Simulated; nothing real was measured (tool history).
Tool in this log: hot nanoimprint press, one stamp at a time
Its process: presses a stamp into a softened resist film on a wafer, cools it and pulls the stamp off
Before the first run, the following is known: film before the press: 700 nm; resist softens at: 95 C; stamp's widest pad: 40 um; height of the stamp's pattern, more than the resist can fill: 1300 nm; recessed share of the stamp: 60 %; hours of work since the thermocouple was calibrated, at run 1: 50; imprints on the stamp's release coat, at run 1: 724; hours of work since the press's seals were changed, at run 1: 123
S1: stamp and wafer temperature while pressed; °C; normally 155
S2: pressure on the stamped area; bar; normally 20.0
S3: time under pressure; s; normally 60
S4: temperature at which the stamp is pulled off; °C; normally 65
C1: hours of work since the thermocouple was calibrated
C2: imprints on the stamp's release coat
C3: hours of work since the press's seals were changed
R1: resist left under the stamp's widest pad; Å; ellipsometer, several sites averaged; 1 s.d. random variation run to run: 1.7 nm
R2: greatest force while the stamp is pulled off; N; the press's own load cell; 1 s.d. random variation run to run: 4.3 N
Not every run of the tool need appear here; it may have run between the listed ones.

Run 1, hour 0.0: usual settings; C1 50; C2 724; C3 123. Result: R1 2689 Å, R2 236 N.
Run 2, hour 17.1: usual settings; C1 59; C2 752; C3 132. Result: R1 2685 Å, R2 234 N.
Run 3, hour 32.4: usual settings; C1 66; C2 777; C3 139. Result: R1 2705 Å, R2 234 N.
Run 4, hour 42.2: usual settings but S1 149 °C; C1 71; C2 793; C3 144. Result: R1 3774 Å, R2 236 N.
Run 5, hour 52.7: usual settings but S1 149 °C; C1 76; C2 810; C3 149. Result: R1 3785 Å, R2 234 N.
Run 6, hour 65.7: usual settings but S1 149 °C; C1 83; C2 831; C3 156. Result: R1 3820 Å, R2 245 N.
Run 7, hour 82.6: usual settings but S1 166 °C; C1 91; C2 859; C3 164. Result: R1 1474 Å, R2 238 N.
Run 8, hour 96.6: usual settings but S1 166 °C; C1 98; C2 882; C3 171. Result: R1 1486 Å, R2 235 N.
Run 9, hour 109.3: usual settings but S1 166 °C; C1 104; C2 903; C3 178. Result: R1 1485 Å, R2 248 N.
Run 10, hour 116.8: usual settings but S1 166 °C; C1 108; C2 915; C3 181. Result: R1 1494 Å, R2 243 N.
Run 11, hour 134.5: usual settings but S1 166 °C; C1 117; C2 944; C3 190. Result: R1 1484 Å, R2 239 N.
Run 12, hour 148.3: usual settings but S1 166 °C; C1 124; C2 967; C3 197. Result: R1 1493 Å, R2 242 N.
Run 13, hour 156.0: usual settings but S2 23.4 bar; C1 128; C2 979; C3 201. Result: R1 2490 Å, R2 246 N.
Run 14, hour 164.6: usual settings but S2 23.4 bar; C1 132; C2 994; C3 205. Result: R1 2488 Å, R2 248 N.
Run 15, hour 174.3: usual settings; C1 137; C2 1009; C3 210. Result: R1 2720 Å, R2 248 N.
Run 16, hour 183.7: usual settings but S2 19.3 bar; C1 141; C2 1025; C3 215. Result: R1 2816 Å, R2 252 N.
Run 17, hour 201.5: usual settings but S1 147 °C, S3 80 s, S4 59 °C; C1 150; C2 1054; C3 223. Result: R1 3936 Å, R2 263 N.
Run 18, hour 210.9: usual settings but S1 147 °C, S3 80 s, S4 59 °C; C1 155; C2 1069; C3 228. Result: R1 3954 Å, R2 266 N.
Run 19, hour 224.9: usual settings but S1 147 °C, S2 12.5 bar, S3 99 s; C1 162; C2 1092; C3 235. Result: R1 4545 Å, R2 249 N.
Run 20, hour 238.2: usual settings but S1 147 °C, S2 12.5 bar, S3 99 s; C1 168; C2 1114; C3 242. Result: R1 4594 Å, R2 262 N.
Run 21, hour 247.6: usual settings but S1 147 °C, S2 12.5 bar, S3 73 s; C1 173; C2 1129; C3 246. Result: R1 4916 Å, R2 258 N.
Run 22, hour 263.8: usual settings but S1 158 °C, S2 31.6 bar, S3 44 s; C1 181; C2 1156; C3 254. Result: R1 2035 Å, R2 248 N.
Run 23, hour 272.5: usual settings but S1 148 °C, S2 31.2 bar, S3 52 s, S4 56 °C; C1 185; C2 1170; C3 259. Result: R1 3448 Å, R2 274 N.
Run 24, hour 284.6: usual settings but S1 148 °C, S2 31.2 bar, S3 52 s, S4 56 °C; C1 191; C2 1190; C3 265. Result: R1 3471 Å, R2 271 N.
Run 25, hour 300.8: usual settings but S1 146 °C, S2 31.2 bar, S3 100 s, S4 56 °C; C1 200; C2 1217; C3 273. Result: R1 3170 Å, R2 273 N.
Run 26, hour 313.0: usual settings but S1 146 °C, S2 14.1 bar, S3 100 s, S4 70 °C; C1 206; C2 1237; C3 279. Result: R1 4626 Å, R2 239 N.
Run 27, hour 321.1: usual settings but S1 153 °C, S2 23.9 bar, S3 33 s, S4 56 °C; C1 210; C2 1250; C3 283. Result: R1 3475 Å, R2 284 N.
Run 28, hour 330.5: usual settings but S1 153 °C, S2 23.9 bar, S3 33 s, S4 56 °C; C1 214; C2 1265; C3 287. Result: R1 3513 Å, R2 279 N.
Run 29, hour 347.2: usual settings but S1 153 °C, S2 23.9 bar, S3 33 s, S4 56 °C; C1 223; C2 1293; C3 296. Result: R1 3466 Å, R2 276 N.
Run 30, hour 355.1: usual settings but S1 153 °C, S2 23.9 bar, S3 33 s, S4 56 °C; C1 226; C2 1306; C3 300. Result: R1 3488 Å, R2 281 N.

Forecast each of these 4 alternatives for the next run:
Run A, hour 367.6: usual settings but S1 153 °C, S2 27.0 bar, S3 61 s, S4 58 °C; C1 233; C2 1326; C3 306. Result: R1 ?, R2 ?.
Run B, hour 367.6: usual settings but S1 154 °C, S2 23.9 bar, S3 47 s, S4 56 °C; C1 233; C2 1326; C3 306. Result: R1 ?, R2 ?.
Run C, hour 367.6: usual settings but S2 20.3 bar; C1 233; C2 1326; C3 306. Result: R1 ?, R2 ?.
Run D, hour 367.6: usual settings but S1 153 °C, S2 23.9 bar, S3 101 s, S4 56 °C; C1 233; C2 1326; C3 306. Result: R1 ?, R2 ?.

run    R1   R2
  A  2662  280
  B  2930  284
  C  2770  257
  D  2384  274
Without the tool's hidden state the same runs would have given:
run    R1   R2
  A  2486  226
  B  2746  230
  C  2601  208
  D  2227  221
